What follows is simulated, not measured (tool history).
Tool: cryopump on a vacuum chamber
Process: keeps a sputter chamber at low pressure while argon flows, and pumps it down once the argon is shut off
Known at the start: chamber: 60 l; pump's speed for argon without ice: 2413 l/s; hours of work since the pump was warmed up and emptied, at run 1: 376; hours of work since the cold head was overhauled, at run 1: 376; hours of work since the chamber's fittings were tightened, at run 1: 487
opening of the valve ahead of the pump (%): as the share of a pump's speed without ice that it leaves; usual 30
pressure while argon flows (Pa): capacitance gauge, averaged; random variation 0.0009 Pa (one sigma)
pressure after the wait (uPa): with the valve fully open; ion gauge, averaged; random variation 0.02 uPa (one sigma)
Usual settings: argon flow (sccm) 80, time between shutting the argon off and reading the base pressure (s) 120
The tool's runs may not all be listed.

run   hour  argon flow (sccm)  time between shutting the argon off and reading the base pressure (s)  opening of the valve ahead of the pump (%)  hours of work since the pump was warmed up and emptied  hours of work since the cold head was overhauled  hours of work since the chamber's fittings were tightened  pressure while argon flows (Pa)  pressure after the wait (uPa)
  1      0                 80                                                                    120                                          30                                                     376                                               376                                                        487                           0.1969                           0.89
  2   23.9                 52                                                                    120                                          30                                                     387                                               387                                                        498                           0.1276                           0.96
  3   42.4                 80                                                                    120                                          16                                                     395                                               395                                                        507                           0.3609                           0.96
  4   61.5                 80                                                                    120                                          30                                                     404                                               404                                                        515                           0.1995                           0.95
  5   72.1                 80                                                                    120                                          30                                                     409                                               409                                                        520                           0.1973                           0.96
  6   82.7                 80                                                                    120                                          30                                                     414                                               414                                                        525                           0.1984                           1.01
  7  100.6                 80                                                                    120                                          30                                                     423                                               423                                                        534                           0.1988                           1.03
  8  121.6                 80                                                                    154                                          30                                                     432                                               432                                                        544                           0.1983                           0.99
  9  144.6                 80                                                                    154                                          30                                                     443                                               443                                                        554                           0.1989                           0.97
 10  165.4                 80                                                                     55                                          30                                                     453                                               453                                                        564                            0.199                           1.18
 11  178.2                 80                                                                    132                                          30                                                     459                                               459                                                        570                           0.2004                           1.05
 12  199.3                 80                                                                    132                                          30                                                     469                                               469                                                        580                            0.202                           1.09
 13  223.1                 80                                                                     51                                          22                                                     480                                               480                                                        591                           0.2706                           1.25
 14  238.5                 80                                                                     26                                          54                                                     487                                               487                                                        598                           0.1184                           1.52
 15  257.2                107                                                                    120                                          21                                                     496                                               496                                                        607                           0.3757                           1.12
 16  272.1                107                                                                    120                                          23                                                     503                                               503                                                        614                           0.3432                           1.15
 17    286                107                                                                    120                                          23                                                     509                                               509                                                        620                           0.3436                           1.14
 18  307.6                128                                                                    148                                          30                                                     519                                               519                                                        630                           0.3238                           1.16

Forecast each of these 5 alternatives for the next run:
  A  332.7                 80                                                                    261                                          30                                                     531                                               531                                                        642                                ?                              ?
  B  332.7                 42                                                                     59                                          27                                                     531                                               531                                                        642                                ?                              ?
  C  332.7                128                                                                    141                                          18                                                     531                                               531                                                        642                                ?                              ?
  D  332.7                146                                                                     56                                          25                                                     531                                               531                                                        642                                ?                              ?
  E  332.7                 80                                                                    120                                          31                                                     531                                               531                                                        642                                ?                              ?

run  pressure while argon flows (Pa)  pressure after the wait (uPa)
  A                           0.2033                           1.14
  B                            0.117                           1.31
  C                           0.5236                           1.18
  D                           0.4381                           1.35
  E                           0.1975                           1.21
Without the tool's hidden state the same runs would have given:
run  pressure while argon flows (Pa)  pressure after the wait (uPa)
  A                           0.1877                           0.19
  B                           0.1088                           0.33
  C                           0.4986                           0.26
  D                           0.4095                           0.38
  E                           0.1818                           0.24

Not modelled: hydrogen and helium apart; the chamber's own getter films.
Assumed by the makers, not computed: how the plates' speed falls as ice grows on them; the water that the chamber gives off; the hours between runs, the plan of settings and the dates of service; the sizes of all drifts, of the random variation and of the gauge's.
